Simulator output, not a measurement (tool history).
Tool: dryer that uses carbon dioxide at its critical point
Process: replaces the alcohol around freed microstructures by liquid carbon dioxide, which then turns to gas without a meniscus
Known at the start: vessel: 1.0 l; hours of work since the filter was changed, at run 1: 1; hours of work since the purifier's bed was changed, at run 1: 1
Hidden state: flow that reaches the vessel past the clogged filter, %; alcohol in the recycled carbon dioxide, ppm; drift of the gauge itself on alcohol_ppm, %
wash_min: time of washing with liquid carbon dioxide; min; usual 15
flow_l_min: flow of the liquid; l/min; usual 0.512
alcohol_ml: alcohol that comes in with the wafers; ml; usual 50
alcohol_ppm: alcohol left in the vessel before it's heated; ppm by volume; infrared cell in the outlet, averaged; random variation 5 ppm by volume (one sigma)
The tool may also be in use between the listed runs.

run	hour	wash_min	flow_l_min	alcohol_ml	hours of work since the filter was changed	hours of work since the purifier's bed was changed	alcohol_ppm
1	0.0	15	0.512	50	1	1	48
2	61.5	15	0.512	50	31	31	67
3	106.4	19	0.512	50	53	53	31
4	152.8	19	0.335	50	75	75	236
5	196.1	19	0.335	50	96	96	251
6	252.2	19	0.335	50	124	124	286
7	308.8	19	0.335	50	151	151	295
8	334.2	19	0.335	50	164	164	303
# hour 380.6: inlet filter changed
9	390.7	19	0.335	50	5	191	236
10	432.7	15	0.349	50	25	211	566
11	462.1	15	0.323	50	40	225	796
12	512.0	15	0.323	50	64	250	854
13	560.0	15	0.512	55	87	273	139
14	589.1	15	0.512	55	102	287	142
15	644.8	15	0.512	55	129	314	155
16	702.9	15	0.512	55	157	343	181
17	736.1	15	0.512	55	173	359	174
# hour 760.4: inlet filter changed
18	779.4	15	0.512	31	9	379	140
19	824.9	15	0.512	31	31	402	141
20	852.7	15	0.512	31	45	415	140
21	912.4	12	0.512	31	74	444	257
22	957.0	12	0.512	31	96	466	268
23	1015.5	15	0.715	50	124	494	150
24	1061.3	15	0.715	50	147	517	162
25	1111.1	17	0.840	50	171	541	153
# hour 1142.0: inlet filter changed
26	1160.3	9	0.530	50	9	565	784
# hour 1175.5: purifier's bed changed
27	1204.4	16	0.659	50	29	14	6
28	1234.0	16	0.577	57	43	29	28
29	1284.0	16	0.577	57	68	53	40
30	1327.7	16	0.544	50	89	74	45
31	1380.5	12	0.396	23	115	100	432
32	1407.9	12	0.396	23	128	113	447
33	1466.5	15	0.568	115	157	142	115
# hour 1525.6: inlet filter changed
34	1525.6	9	0.315	30	0	170	2417
35	1564.3	15	0.512	57	19	189	110
36	1603.9	22	0.707	50	38	208	68
37	1649.7	11	0.736	23	60	231	76
38	1707.1	15	0.529	46	88	259	108
39	1759.4	15	0.408	34	114	284	246
40	1787.5	17	0.597	38	128	298	84
41	1834.8	22	0.511	22	151	321	90
42	1883.5	22	0.547	22	174	344	109
# hour 1905.7: inlet filter changed
43	1918.7	22	0.547	22	6	361	104
44	1976.5	22	0.547	22	35	389	120
45	2022.1	22	0.547	22	57	411	115

Run 46 comes next. What will it give?
46	2081.9	10	0.595	22	86	441	?

Run 46 gave alcohol_ppm 226 ppm by volume.
Without the tool's hidden state the same run would have given alcohol_ppm 87 ppm by volume.

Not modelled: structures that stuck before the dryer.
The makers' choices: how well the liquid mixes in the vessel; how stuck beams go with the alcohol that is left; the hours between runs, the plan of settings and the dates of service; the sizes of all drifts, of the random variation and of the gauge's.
